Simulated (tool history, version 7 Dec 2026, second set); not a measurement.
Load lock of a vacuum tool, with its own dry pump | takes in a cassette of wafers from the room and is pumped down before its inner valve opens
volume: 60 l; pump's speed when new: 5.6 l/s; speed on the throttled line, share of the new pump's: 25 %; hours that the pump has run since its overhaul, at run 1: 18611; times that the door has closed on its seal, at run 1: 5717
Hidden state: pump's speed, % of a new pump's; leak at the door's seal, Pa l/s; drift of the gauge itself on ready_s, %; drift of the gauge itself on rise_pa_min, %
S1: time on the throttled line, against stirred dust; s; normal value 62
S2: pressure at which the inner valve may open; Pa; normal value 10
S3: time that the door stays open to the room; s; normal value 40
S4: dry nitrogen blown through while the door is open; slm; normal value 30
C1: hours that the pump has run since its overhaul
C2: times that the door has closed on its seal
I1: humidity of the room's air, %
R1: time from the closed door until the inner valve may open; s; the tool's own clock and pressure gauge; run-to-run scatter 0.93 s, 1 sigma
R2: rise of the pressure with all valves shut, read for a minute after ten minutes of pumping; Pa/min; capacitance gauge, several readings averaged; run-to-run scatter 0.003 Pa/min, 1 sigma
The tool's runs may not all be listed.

Run 1, day 0.000: usual settings; C1 18611; C2 5717; I1 43.0. Result: R1 159.5 s, R2 0.032 Pa/min.
Run 2, day 22.529: usual settings; C1 19152; C2 6652; I1 43.0. Result: R1 159.9 s, R2 0.037 Pa/min.
Run 3, day 36.533: usual settings; C1 19488; C2 7233; I1 48.2. Result: R1 162.2 s, R2 0.033 Pa/min.
Run 4, day 47.575: usual settings; C1 19753; C2 7691; I1 48.4. Result: R1 160.3 s, R2 0.033 Pa/min.
Run 5, day 67.792: usual settings; C1 20238; C2 8529; I1 46.5. Result: R1 161.4 s, R2 0.037 Pa/min.
Run 6, day 91.342: usual settings; C1 20803; C2 9506; I1 41.5. Result: R1 162.6 s, R2 0.030 Pa/min.
At day 109.754: dry pump taken out, an overhauled one fitted.
Run 7, day 112.717: usual settings; C1 71; C2 10382; I1 44.1. Result: R1 146.4 s, R2 0.035 Pa/min.
Run 8, day 138.796: usual settings; C1 697; C2 11464; I1 46.9. Result: R1 148.3 s, R2 0.041 Pa/min.
Run 9, day 159.533: usual settings but S1 96 s; C1 1195; C2 12324; I1 44.2. Result: R1 171.7 s, R2 0.040 Pa/min.
Run 10, day 186.167: usual settings but S1 96 s; C1 1834; C2 13429; I1 45.9. Result: R1 174.8 s, R2 0.041 Pa/min.
Run 11, day 203.442: usual settings but S1 96 s; C1 2249; C2 14145; I1 48.2. Result: R1 173.0 s, R2 0.042 Pa/min.
Run 12, day 225.900: usual settings but S4 24 slm; C1 2788; C2 15077; I1 46.6. Result: R1 148.1 s, R2 0.047 Pa/min.
Run 13, day 243.317: usual settings but S4 6 slm; C1 3205; C2 15799; I1 43.6. Result: R1 148.8 s, R2 0.064 Pa/min.
Run 14, day 259.479: usual settings but S4 6 slm; C1 3593; C2 16470; I1 45.8. Result: R1 149.2 s, R2 0.067 Pa/min.
Run 15, day 278.383: usual settings but S4 21 slm; C1 4047; C2 17254; I1 42.5. Result: R1 149.8 s, R2 0.046 Pa/min.
Run 16, day 300.800: usual settings; C1 4585; C2 18184; I1 43.3. Result: R1 150.5 s, R2 0.045 Pa/min.
Run 17, day 317.233: usual settings; C1 4980; C2 18865; I1 47.4. Result: R1 151.8 s, R2 0.050 Pa/min.
Run 18, day 340.217: usual settings but S1 57 s; C1 5531; C2 19818; I1 45.9. Result: R1 147.1 s, R2 0.045 Pa/min.
Run 19, day 361.558: usual settings but S1 57 s; C1 6043; C2 20704; I1 45.8. Result: R1 148.5 s, R2 0.053 Pa/min.
Run 20, day 380.158: usual settings but S2 7 Pa, S3 27 s, S4 23 slm; C1 6490; C2 21475; I1 44.0. Result: R1 154.5 s, R2 0.050 Pa/min.
Run 21, day 399.788: usual settings but S2 7 Pa, S3 27 s, S4 23 slm; C1 6961; C2 22289; I1 43.2. Result: R1 155.3 s, R2 0.050 Pa/min.
Run 22, day 419.192: usual settings but S1 42 s, S2 9 Pa, S3 55 s, S4 32 slm; C1 7427; C2 23094; I1 47.7. Result: R1 138.5 s, R2 0.061 Pa/min.
Run 23, day 444.067: usual settings but S1 42 s, S2 9 Pa, S3 55 s, S4 32 slm; C1 8024; C2 24126; I1 45.4. Result: R1 139.8 s, R2 0.056 Pa/min.
Run 24, day 469.925: usual settings but S1 42 s, S2 9 Pa, S3 55 s, S4 32 slm; C1 8644; C2 25198; I1 45.7. Result: R1 140.6 s, R2 0.058 Pa/min.
Run 25, day 486.421: usual settings but S1 60 s, S2 20 Pa, S3 46 s, S4 4 slm; C1 9040; C2 25883; I1 45.3. Result: R1 143.3 s, R2 0.082 Pa/min.
Run 26, day 508.912: usual settings but S1 33 s, S3 46 s; C1 9580; C2 26815; I1 41.6. Result: R1 133.6 s, R2 0.062 Pa/min.
Run 27, day 533.588: usual settings but S1 33 s, S3 46 s; C1 10172; C2 27839; I1 48.0. Result: R1 133.8 s, R2 0.063 Pa/min.
Run 28, day 551.758: usual settings but S1 59 s, S3 46 s, S4 15 slm; C1 10608; C2 28593; I1 42.7. Result: R1 152.9 s, R2 0.075 Pa/min.
Run 29, day 576.921: usual settings but S1 59 s, S3 46 s, S4 15 slm; C1 11212; C2 29636; I1 46.4. Result: R1 151.7 s, R2 0.086 Pa/min.
Run 30, day 591.092: usual settings but S2 12 Pa, S4 6 slm; C1 11552; C2 30224; I1 45.3. Result: R1 152.0 s, R2 0.092 Pa/min.
Run 31, day 603.196: usual settings but S2 12 Pa, S4 6 slm; C1 11843; C2 30726; I1 42.9. Result: R1 152.8 s, R2 0.087 Pa/min.
Run 32, day 622.842: usual settings but S2 16 Pa, S4 6 slm; C1 12314; C2 31541; I1 47.3. Result: R1 150.0 s, R2 0.097 Pa/min.
Run 33, day 642.729: usual settings but S2 17 Pa, S3 133 s, S4 6 slm; C1 12791; C2 32366; I1 45.6. Result: R1 150.9 s, R2 0.122 Pa/min.

What if the next run were any one of these 5? Each begins from the tool's condition after run 33:
Run A, day 657.225: usual settings but S4 5 slm; C1 13139; C2 32967; I1 44.6. Result: R1 ?, R2 ?.
Run B, day 657.225: usual settings but S2 17 Pa, S3 131 s, S4 6 slm; C1 13139; C2 32967; I1 40.2. Result: R1 ?, R2 ?.
Run C, day 657.225: usual settings; C1 13139; C2 32967; I1 46.2. Result: R1 ?, R2 ?.
Run D, day 657.225: usual settings but S1 61 s, S2 17 Pa, S3 133 s, S4 6 slm; C1 13139; C2 32967; I1 44.8. Result: R1 ?, R2 ?.
Run E, day 657.225: usual settings but S1 47 s, S2 17 Pa, S3 133 s, S4 6 slm; C1 13139; C2 32967; I1 45.9. Result: R1 ?, R2 ?.

run     R1     R2
  A  158.8  0.101
  B  152.0  0.115
  C  157.0  0.076
  D  149.6  0.122
  E  139.4  0.122
Without the tool's unlogged condition, the same runs would have read:
run     R1     R2
  A  147.4  0.053
  B  141.7  0.067
  C  145.8  0.028
  D  139.4  0.075
  E  128.7  0.074
